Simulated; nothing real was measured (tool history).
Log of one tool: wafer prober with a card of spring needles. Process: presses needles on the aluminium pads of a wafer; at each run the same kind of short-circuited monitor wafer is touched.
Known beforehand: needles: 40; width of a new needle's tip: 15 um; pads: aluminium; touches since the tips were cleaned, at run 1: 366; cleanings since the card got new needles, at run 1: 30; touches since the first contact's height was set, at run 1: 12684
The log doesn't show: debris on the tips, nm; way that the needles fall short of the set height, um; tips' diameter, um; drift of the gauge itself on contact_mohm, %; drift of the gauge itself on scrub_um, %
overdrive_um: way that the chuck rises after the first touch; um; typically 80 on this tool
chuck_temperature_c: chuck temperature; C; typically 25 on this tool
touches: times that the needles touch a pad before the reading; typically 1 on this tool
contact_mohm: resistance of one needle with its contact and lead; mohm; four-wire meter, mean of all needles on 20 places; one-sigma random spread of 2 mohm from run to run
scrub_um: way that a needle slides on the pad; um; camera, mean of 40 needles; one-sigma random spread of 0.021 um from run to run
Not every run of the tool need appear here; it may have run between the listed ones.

run     day  overdrive_um  chuck_temperature_c  touches  touches since the tips were cleaned  cleanings since the card got new needles  touches since the first contact's height was set  contact_mohm  scrub_um
  1   0.000            80                   25        1                                  366                                        30                                             12684           228     13.59
      1.242  -- tips cleaned on abrasive film
  2   1.283            80                   60        1                                  227                                        31                                             19718           228     13.60
  3   1.871            80                   29        1                                 3461                                        31                                             22952           275     13.55
      2.546  -- tips cleaned on abrasive film
  4   2.583            80                   29        1                                  191                                        32                                             26834           225     13.59
      3.838  -- tips cleaned on abrasive film
  5   3.838            80                   25        1                                    0                                        33                                             33713           220     13.56
      5.125  -- tips cleaned on abrasive film
  6   5.125            80                   25        1                                    0                                        34                                             40769           220     13.56
  7   5.725            80                   25        2                                 3297                                        34                                             44066           248     13.50
      6.433  -- tips cleaned on abrasive film
  8   6.800            80                   25        2                                 1998                                        35                                             49948           237     13.57
  9   7.642            80                   25        1                                 6644                                        35                                             54594           305     13.56
      7.742  -- tips cleaned on abrasive film
 10   8.812            80                   25        1                                 5885                                        36                                             61007           300     13.53
      9.100  -- tips cleaned on abrasive film
 11   9.804            80                   25        1                                 3874                                        37                                             66434           281     13.52
     10.425  -- tips cleaned on abrasive film
 12  10.904            80                   25        1                                 2631                                        38                                             72459           263     13.52
 13  11.662            80                   25        1                                 6802                                        38                                             76630           303     13.50
     11.746  -- tips cleaned on abrasive film
 14  12.238            80                   25        1                                 2707                                        39                                             79753           263     13.52
 15  12.846            80                   25        1                                 6070                                        39                                             83116           299     13.50
     13.083  -- tips cleaned on abrasive film
 16  13.779            80                   26        1                                 3822                                        40                                             88205           280     13.52
     14.379  -- tips cleaned on abrasive film
 17  14.379            80                   26        1                                    0                                        41                                             91499           220     13.46
     15.667  -- tips cleaned on abrasive film
 18  15.667            80                   86        2                                    0                                        42                                             98549           228     13.47
 19  16.917            76                   38        2                                 6863                                        42                                            105412           275     12.79
     17.000  -- tips cleaned on abrasive film
 20  18.254            80                   25        1                                 6904                                        43                                            112757           302     13.44
     18.367  -- tips cleaned on abrasive film
 21  18.858            81                  112        2                                 2699                                        44                                            116038           263     13.62
     19.658  -- tips cleaned on abrasive film
 22  19.746            99                   54        2                                  472                                        45                                            120894           222     16.69
 23  20.892            87                   69        2                                 6783                                        45                                            127205           266     14.64
     20.992  -- tips cleaned on abrasive film
 24  21.558            87                   69        2                                 3117                                        46                                            130849           253     14.64
     22.346  -- tips cleaned on abrasive film
 25  22.504            80                   30        1                                  870                                        47                                            136014           244     13.49
 26  23.392            80                   44        2                                 5768                                        47                                            140912           266     13.41
     23.642  -- tips cleaned on abrasive film
 27  24.658            81                   45        1                                 5590                                        48                                            147847           295     13.63
     25.046  -- tips cleaned on abrasive film
 28  25.817            96                   66        2                                 4247                                        49                                            154192           253     16.17
     26.388  -- tips cleaned on abrasive film
 29  27.058            60                   38        3                                 3688                                        50                                            160984           256     10.02
     27.721  -- tips cleaned on abrasive film
 30  28.242            60                   57        2                                 2863                                        51                                            167472           282     10.00
 31  28.967            69                   29        1                                 6855                                        51                                            171464           337     11.53
     29.046  -- tips cleaned on abrasive film
 32  29.575            70                   58        3                                 2916                                        52                                            174795           250     11.71
     30.404  -- tips cleaned on abrasive film
 33  30.558            70                   67        1                                  863                                        53                                            180174           254     11.69
 34  31.208            70                   67        1                                 4430                                        53                                            183741           313     11.71

3 ways to go on from here, each from the tool as it stands after run 34. What would each give?
     31.700  -- tips cleaned on abrasive film
  A  32.388            97                   25        3                                 3778                                        54                                            190192             ?         ?
     31.700  -- tips cleaned on abrasive film
  B  32.388            89                   67        2                                 3778                                        54                                            190192             ?         ?
     31.700  -- tips cleaned on abrasive film
  C  32.388            63                   25        2                                 3778                                        54                                            190192             ?         ?

run  contact_mohm  scrub_um
  A           225     16.26
  B           252     14.92
  C           282     10.47
The same runs, with their run-to-run variation unchanged, on a tool lacking any hidden condition would have given:
run  contact_mohm  scrub_um
  A           208     16.48
  B           220     15.15
  C           218     10.69

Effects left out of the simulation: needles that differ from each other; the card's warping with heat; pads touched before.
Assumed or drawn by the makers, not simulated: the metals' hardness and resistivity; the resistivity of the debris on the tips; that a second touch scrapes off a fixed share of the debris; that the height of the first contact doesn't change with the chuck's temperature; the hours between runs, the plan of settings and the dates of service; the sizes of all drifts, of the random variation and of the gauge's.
